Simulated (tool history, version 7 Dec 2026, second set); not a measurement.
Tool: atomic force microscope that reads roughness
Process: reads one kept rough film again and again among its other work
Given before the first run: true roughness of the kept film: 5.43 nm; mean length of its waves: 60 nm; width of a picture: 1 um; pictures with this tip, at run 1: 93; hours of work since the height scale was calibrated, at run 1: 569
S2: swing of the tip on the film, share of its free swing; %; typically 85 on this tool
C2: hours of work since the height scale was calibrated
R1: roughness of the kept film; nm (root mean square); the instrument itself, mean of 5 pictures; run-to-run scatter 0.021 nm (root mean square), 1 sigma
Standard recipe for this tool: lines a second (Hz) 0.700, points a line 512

run 1 day=0.000 | lines_a_second_(Hz)=0.700 S2=85 points_a_line=512 | pictures_with_this_tip=93 C2=569 | R1=5.062
run 2 day=1.275 | lines_a_second_(Hz)=0.700 S2=67 points_a_line=512 | pictures_with_this_tip=125 C2=584 | R1=5.121
run 3 day=2.575 | lines_a_second_(Hz)=0.700 S2=67 points_a_line=512 | pictures_with_this_tip=157 C2=599 | R1=5.140
run 4 day=3.371 | lines_a_second_(Hz)=0.700 S2=67 points_a_line=512 | pictures_with_this_tip=177 C2=608 | R1=5.157
run 5 day=4.179 | lines_a_second_(Hz)=1.693 S2=85 points_a_line=512 | pictures_with_this_tip=197 C2=617 | R1=4.904
run 6 day=5.225 | lines_a_second_(Hz)=1.693 S2=85 points_a_line=512 | pictures_with_this_tip=223 C2=629 | R1=4.901
run 7 day=6.042 | lines_a_second_(Hz)=1.693 S2=85 points_a_line=512 | pictures_with_this_tip=244 C2=638 | R1=4.908
run 8 day=6.825 | lines_a_second_(Hz)=3.489 S2=85 points_a_line=512 | pictures_with_this_tip=263 C2=647 | R1=4.649
run 9 day=7.554 | lines_a_second_(Hz)=3.489 S2=85 points_a_line=512 | pictures_with_this_tip=281 C2=656 | R1=4.636
run 10 day=8.921 | lines_a_second_(Hz)=3.489 S2=85 points_a_line=512 | pictures_with_this_tip=316 C2=671 | R1=4.625
run 11 day=9.833 | lines_a_second_(Hz)=1.096 S2=69 points_a_line=645 | pictures_with_this_tip=338 C2=682 | R1=5.135
run 12 day=10.883 | lines_a_second_(Hz)=1.096 S2=69 points_a_line=645 | pictures_with_this_tip=365 C2=694 | R1=5.112
run 13 day=11.612 | lines_a_second_(Hz)=1.107 S2=76 points_a_line=358 | pictures_with_this_tip=383 C2=702 | R1=5.051
-- day=11.712 new tip fitted
run 14 day=12.458 | lines_a_second_(Hz)=1.711 S2=55 points_a_line=512 | pictures_with_this_tip=18 C2=712 | R1=5.147
run 15 day=13.362 | lines_a_second_(Hz)=0.727 S2=81 points_a_line=512 | pictures_with_this_tip=41 C2=722 | R1=5.104
run 16 day=14.596 | lines_a_second_(Hz)=0.727 S2=81 points_a_line=512 | pictures_with_this_tip=72 C2=736 | R1=5.071
run 17 day=15.283 | lines_a_second_(Hz)=3.056 S2=66 points_a_line=517 | pictures_with_this_tip=89 C2=744 | R1=5.030
run 18 day=16.667 | lines_a_second_(Hz)=0.700 S2=70 points_a_line=371 | pictures_with_this_tip=123 C2=760 | R1=5.148
run 19 day=18.046 | lines_a_second_(Hz)=0.841 S2=56 points_a_line=512 | pictures_with_this_tip=158 C2=776 | R1=5.195
run 20 day=18.742 | lines_a_second_(Hz)=0.841 S2=56 points_a_line=512 | pictures_with_this_tip=175 C2=784 | R1=5.168

Forecast each of these 4 alternatives for the next run:
run A day=19.792 | lines_a_second_(Hz)=0.700 S2=64 points_a_line=512 | pictures_with_this_tip=201 C2=796 | R1=?
run B day=19.792 | lines_a_second_(Hz)=3.707 S2=81 points_a_line=628 | pictures_with_this_tip=201 C2=796 | R1=?
run C day=19.792 | lines_a_second_(Hz)=1.087 S2=69 points_a_line=301 | pictures_with_this_tip=201 C2=796 | R1=?
run D day=19.792 | lines_a_second_(Hz)=0.700 S2=85 points_a_line=431 | pictures_with_this_tip=201 C2=796 | R1=?

run=A R1=5.186
run=B R1=4.714
run=C R1=5.078
run=D R1=5.096
Had the tool no hidden state, the same runs would have come out as:
run=A R1=5.197
run=B R1=4.724
run=C R1=5.088
run=D R1=5.106
